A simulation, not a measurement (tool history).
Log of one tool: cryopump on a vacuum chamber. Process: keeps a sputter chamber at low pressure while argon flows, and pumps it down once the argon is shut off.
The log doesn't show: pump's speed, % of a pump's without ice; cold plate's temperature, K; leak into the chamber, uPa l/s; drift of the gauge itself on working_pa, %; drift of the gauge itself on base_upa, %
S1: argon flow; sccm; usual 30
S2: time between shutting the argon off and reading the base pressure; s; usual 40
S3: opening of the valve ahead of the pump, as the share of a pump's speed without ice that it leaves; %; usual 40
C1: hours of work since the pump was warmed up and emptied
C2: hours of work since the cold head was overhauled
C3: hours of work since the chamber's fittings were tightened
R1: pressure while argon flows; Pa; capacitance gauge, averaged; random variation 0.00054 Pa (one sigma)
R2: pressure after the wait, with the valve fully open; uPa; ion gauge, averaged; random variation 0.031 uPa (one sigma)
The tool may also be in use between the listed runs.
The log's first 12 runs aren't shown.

{"run": 13, "hour": 710.9, "S1": 30, "S2": 40, "S3": 40, "C1": 368, "C2": 1319, "C3": 358, "R1": 0.0542, "R2": 1.9}
{"run": 14, "hour": 795.8, "S1": 30, "S2": 40, "S3": 40, "C1": 430, "C2": 1382, "C3": 420, "R1": 0.0563, "R2": 1.83}
{"hour": 854.4, "done": "pump warmed up, emptied and cooled again"}
{"run": 15, "hour": 869.2, "S1": 30, "S2": 243, "S3": 40, "C1": 11, "C2": 1432, "C3": 471, "R1": 0.0525, "R2": 0.59}
{"run": 16, "hour": 916.0, "S1": 30, "S2": 243, "S3": 40, "C1": 45, "C2": 1466, "C3": 505, "R1": 0.052, "R2": 0.64}
{"run": 17, "hour": 957.3, "S1": 30, "S2": 40, "S3": 40, "C1": 75, "C2": 1496, "C3": 535, "R1": 0.0529, "R2": 1.88}
{"run": 18, "hour": 1035.8, "S1": 18, "S2": 97, "S3": 40, "C1": 133, "C2": 1554, "C3": 593, "R1": 0.0322, "R2": 1.08}
{"run": 19, "hour": 1083.9, "S1": 45, "S2": 79, "S3": 16, "C1": 168, "C2": 1589, "C3": 628, "R1": 0.1954, "R2": 1.24}
{"run": 20, "hour": 1141.7, "S1": 30, "S2": 40, "S3": 50, "C1": 211, "C2": 1632, "C3": 670, "R1": 0.0435, "R2": 2.02}
{"run": 21, "hour": 1205.9, "S1": 30, "S2": 40, "S3": 50, "C1": 258, "C2": 1679, "C3": 718, "R1": 0.0441, "R2": 2.04}
{"run": 22, "hour": 1272.4, "S1": 12, "S2": 272, "S3": 25, "C1": 307, "C2": 1727, "C3": 766, "R1": 0.0344, "R2": 0.93}
{"run": 23, "hour": 1330.5, "S1": 20, "S2": 124, "S3": 25, "C1": 349, "C2": 1770, "C3": 809, "R1": 0.0582, "R2": 1.2}
{"run": 24, "hour": 1411.3, "S1": 42, "S2": 143, "S3": 17, "C1": 408, "C2": 1829, "C3": 868, "R1": 0.1742, "R2": 1.18}
{"run": 25, "hour": 1454.4, "S1": 42, "S2": 143, "S3": 17, "C1": 440, "C2": 1861, "C3": 900, "R1": 0.1775, "R2": 1.23}
{"hour": 1498.1, "done": "pump warmed up, emptied and cooled again"}
{"run": 26, "hour": 1539.4, "S1": 21, "S2": 27, "S3": 26, "C1": 30, "C2": 1919, "C3": 958, "R1": 0.0567, "R2": 2.75}
{"run": 27, "hour": 1620.8, "S1": 17, "S2": 30, "S3": 42, "C1": 90, "C2": 1979, "C3": 1018, "R1": 0.029, "R2": 2.73}
{"run": 28, "hour": 1698.6, "S1": 42, "S2": 30, "S3": 26, "C1": 147, "C2": 2036, "C3": 1075, "R1": 0.114, "R2": 2.78}
{"run": 29, "hour": 1757.1, "S1": 27, "S2": 37, "S3": 23, "C1": 190, "C2": 2079, "C3": 1118, "R1": 0.0823, "R2": 2.36}
{"run": 30, "hour": 1805.3, "S1": 27, "S2": 37, "S3": 23, "C1": 225, "C2": 2114, "C3": 1153, "R1": 0.0833, "R2": 2.46}
{"run": 31, "hour": 1887.4, "S1": 42, "S2": 100, "S3": 28, "C1": 285, "C2": 2175, "C3": 1214, "R1": 0.1081, "R2": 1.54}
{"run": 32, "hour": 1967.7, "S1": 30, "S2": 52, "S3": 40, "C1": 344, "C2": 2234, "C3": 1272, "R1": 0.0556, "R2": 2.11}
{"run": 33, "hour": 2027.8, "S1": 30, "S2": 169, "S3": 40, "C1": 388, "C2": 2278, "C3": 1316, "R1": 0.0551, "R2": 1.41}

Forecast run 34:
{"run": 34, "hour": 2062.6, "S1": 20, "S2": 36, "S3": 40, "C1": 414, "C2": 2303, "C3": 1342, "R1": "?", "R2": "?"}

{"run 34": {"R1": 0.0375, "R2": 2.67}}
Without the tool's hidden state the same run would have given R1 0.0346 Pa, R2 1.70 uPa.
